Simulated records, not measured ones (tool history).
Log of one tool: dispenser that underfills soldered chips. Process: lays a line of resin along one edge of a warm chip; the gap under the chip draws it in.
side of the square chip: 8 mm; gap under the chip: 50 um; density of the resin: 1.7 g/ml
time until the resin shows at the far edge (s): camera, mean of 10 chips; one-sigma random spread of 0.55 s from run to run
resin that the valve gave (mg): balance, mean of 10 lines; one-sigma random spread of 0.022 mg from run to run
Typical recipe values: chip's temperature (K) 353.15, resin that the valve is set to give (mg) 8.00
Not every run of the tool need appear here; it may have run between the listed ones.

run,day,chip's temperature (K),resin that the valve is set to give (mg),time until the resin shows at the far edge (s),resin that the valve gave (mg)
1,0.000,353.15,8.00,57.1,8.02
2,0.267,353.15,8.00,84.2,8.03
# day 0.383: new syringe of resin
3,0.638,353.15,8.00,70.1,7.99
# day 0.888: new syringe of resin
4,1.033,353.15,8.00,59.6,7.94
5,1.271,353.15,8.00,85.5,7.90
# day 1.429: new syringe of resin
6,1.717,353.15,8.00,71.2,7.91
# day 1.942: new syringe of resin
7,1.992,353.15,8.00,50.1,7.82
8,2.412,353.15,8.00,94.1,7.81
# day 2.467: new syringe of resin
9,2.808,353.15,8.00,78.5,7.77
# day 2.979: new syringe of resin
10,3.158,353.15,8.55,60.7,8.28
# day 3.488: new syringe of resin
11,3.638,351.15,8.00,65.1,7.73
12,3.938,353.15,8.00,92.6,7.69
# day 4.025: new syringe of resin
13,4.162,353.15,8.00,57.8,7.70
# day 4.550: new syringe of resin
# day 4.592: dispensing valve cleaned and set on the balance
14,4.675,353.15,8.00,55.1,8.05
15,5.038,353.15,8.00,91.3,8.01
# day 5.092: new syringe of resin
16,5.442,353.15,8.00,79.7,7.95
# day 5.633: new syringe of resin
17,5.704,350.15,9.95,56.8,9.87
# day 6.146: new syringe of resin
18,6.146,359.15,6.83,42.7,6.72
19,6.500,339.15,8.00,123.9,7.85
# day 6.650: new syringe of resin
20,6.892,355.15,8.82,64.5,8.65
# day 7.188: new syringe of resin
21,7.400,359.15,9.55,51.9,9.26
22,7.646,359.15,9.55,78.1,9.25
# day 7.729: new syringe of resin
23,8.108,350.15,9.22,90.4,8.92
# day 8.242: new syringe of resin
24,8.479,339.15,8.43,105.9,8.12
# day 8.779: new syringe of resin
25,8.779,339.15,8.43,72.4,8.10
26,9.112,339.15,8.43,122.0,8.11
# day 9.196: dispensing valve cleaned and set on the balance
# day 9.338: new syringe of resin
27,9.421,339.15,8.43,83.0,8.42
28,9.712,355.15,8.43,79.4,8.36
# day 9.875: new syringe of resin
29,10.104,355.15,8.43,62.6,8.35
30,10.317,355.15,8.43,84.8,8.34
# day 10.383: new syringe of resin
31,10.621,349.15,7.55,79.4,7.41
# day 10.896: new syringe of resin
32,10.983,358.15,8.38,48.3,8.17

Subtracting, for every run, the result it would have given without the tool's unlogged condition from the measured result gives the following. The same run-to-run variation enters both numbers; the gauge's scatter may not:
Hidden conditions of the tool in this case: resin's viscosity, % of fresh resin's; dose that the valve gives, % of what is set; true chip temperature over the reading, C; drift of the gauge itself on fill_s, %; drift of the gauge itself on given_mg, %.
run,time until the resin shows at the far edge (s),resin that the valve gave (mg)
1,+10.6,+0.01
2,+38.0,-0.01
3,+23.2,-0.04
4,+13.2,-0.07
5,+38.2,-0.08
6,+24.6,-0.12
7,+3.9,-0.14
8,+47.4,-0.17
9,+32.3,-0.21
10,+15.2,-0.25
11,+14.7,-0.28
12,+46.6,-0.30
13,+11.5,-0.32
14,+7.5,+0.02
15,+45.0,-0.01
16,+33.3,-0.04
17,+6.9,-0.09
18,+1.7,-0.09
19,+53.1,-0.14
20,+20.9,-0.19
21,+14.6,-0.25
22,+38.7,-0.27
23,+40.7,-0.30
24,+34.8,-0.31
25,+2.9,-0.34
26,+50.1,-0.36
27,+12.8,-0.03
28,+35.0,-0.05
29,+18.5,-0.08
30,+40.9,-0.10
31,+26.0,-0.11
32,+8.2,-0.15

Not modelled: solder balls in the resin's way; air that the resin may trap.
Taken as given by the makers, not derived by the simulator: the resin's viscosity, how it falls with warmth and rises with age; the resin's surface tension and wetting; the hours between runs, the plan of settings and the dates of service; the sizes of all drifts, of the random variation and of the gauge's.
